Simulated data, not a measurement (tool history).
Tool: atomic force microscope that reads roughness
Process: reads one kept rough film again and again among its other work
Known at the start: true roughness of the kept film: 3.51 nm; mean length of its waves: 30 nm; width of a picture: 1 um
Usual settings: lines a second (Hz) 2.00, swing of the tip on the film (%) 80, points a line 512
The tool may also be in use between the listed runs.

run   hour  lines a second (Hz)  swing of the tip on the film (%)  points a line  roughness of the kept film (nm (root mean square))
  1    0.0                 2.00                                80            512                                               2.654
      23.2  -- new tip fitted
  2   41.1                 2.00                                80            512                                               2.654
  3   85.4                 2.00                                80            512                                               2.656
  4  107.5                 1.32                                80            512                                               2.787
  5  141.0                 2.00                                55            512                                               3.024
     155.4  -- new tip fitted
  6  183.8                 2.00                                55            378                                               3.030
  7  202.7                 2.00                                55            378                                               2.998
  8  230.0                 2.00                                75            783                                               2.751
  9  258.8                 2.00                                75            783                                               2.756
 10  284.3                 2.00                                88            512                                               2.479
     288.5  -- new tip fitted
 11  305.8                 2.00                                56            512                                               3.016
 12  329.6                 2.00                                68            512                                               2.885

Forecast each of these 5 alternatives for the next run:
  A  358.1                 0.58                                68            414                                                   ?
  B  358.1                 2.40                                61            598                                                   ?
  C  358.1                 1.35                                56            319                                                   ?
  D  358.1                 1.80                                74           1008                                                   ?
  E  358.1                 1.07                                76            264                                                   ?

run  roughness of the kept film (nm (root mean square))
  A                                               3.059
  B                                               2.920
  C                                               3.015
  D                                               2.810
  E                                               2.877
Without the tool's hidden state the same runs would have given:
run  roughness of the kept film (nm (root mean square))
  A                                               3.062
  B                                               2.923
  C                                               3.018
  D                                               2.813
  E                                               2.880
